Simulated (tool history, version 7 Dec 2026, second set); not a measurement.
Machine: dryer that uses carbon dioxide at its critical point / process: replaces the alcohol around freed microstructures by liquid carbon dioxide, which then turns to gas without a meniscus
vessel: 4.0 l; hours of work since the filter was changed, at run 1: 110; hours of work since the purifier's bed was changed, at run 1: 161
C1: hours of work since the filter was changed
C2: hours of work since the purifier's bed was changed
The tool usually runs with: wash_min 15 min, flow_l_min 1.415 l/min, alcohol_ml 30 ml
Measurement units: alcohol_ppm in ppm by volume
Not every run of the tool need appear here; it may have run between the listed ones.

Run 1, hour 0.0: usual settings; C1 110; C2 161. Result: alcohol_ppm 182 ppm by volume.
Run 2, hour 8.3: usual settings; C1 114; C2 164. Result: alcohol_ppm 201 ppm by volume.
Run 3, hour 12.7: usual settings; C1 116; C2 166. Result: alcohol_ppm 198 ppm by volume.
Run 4, hour 17.9: usual settings; C1 119; C2 169. Result: alcohol_ppm 196 ppm by volume.
Run 5, hour 22.9: usual settings but alcohol_ml 29 ml; C1 121; C2 171. Result: alcohol_ppm 188 ppm by volume.
Run 6, hour 30.9: usual settings; C1 124; C2 174. Result: alcohol_ppm 195 ppm by volume.
Run 7, hour 38.3: usual settings; C1 128; C2 178. Result: alcohol_ppm 205 ppm by volume.
Run 8, hour 43.5: usual settings but flow_l_min 1.910 l/min; C1 130; C2 180. Result: alcohol_ppm 78 ppm by volume.
Run 9, hour 50.6: usual settings but wash_min 20 min, flow_l_min 1.420 l/min, alcohol_ml 117 ml; C1 133; C2 183. Result: alcohol_ppm 219 ppm by volume.
Run 10, hour 59.0: usual settings but wash_min 20 min, flow_l_min 1.420 l/min, alcohol_ml 117 ml; C1 137; C2 187. Result: alcohol_ppm 222 ppm by volume.
Run 11, hour 66.4: usual settings but wash_min 10 min, flow_l_min 1.170 l/min, alcohol_ml 23 ml; C1 140; C2 190. Result: alcohol_ppm 738 ppm by volume.
Run 12, hour 72.7: usual settings but wash_min 16 min, flow_l_min 1.170 l/min, alcohol_ml 44 ml; C1 143; C2 193. Result: alcohol_ppm 432 ppm by volume.
Run 13, hour 77.7: usual settings but wash_min 14 min, flow_l_min 1.280 l/min, alcohol_ml 37 ml; C1 145; C2 195. Result: alcohol_ppm 391 ppm by volume.

3 ways to go on from here, each from the tool as it stands after run 13. What would each give?
Run A, hour 84.8: usual settings but flow_l_min 1.060 l/min, alcohol_ml 40 ml; C1 149; C2 199. Result: alcohol_ppm ?.
Run B, hour 84.8: usual settings but wash_min 12 min, flow_l_min 2.040 l/min, alcohol_ml 78 ml; C1 149; C2 199. Result: alcohol_ppm ?.
Run C, hour 84.8: usual settings but alcohol_ml 65 ml; C1 149; C2 199. Result: alcohol_ppm ?.

run  alcohol_ppm
  A          662
  B          289
  C          412
Take away the tool's hidden state, keep each run's random variation, and the runs would have read:
run  alcohol_ppm
  A          449
  B          153
  C          236
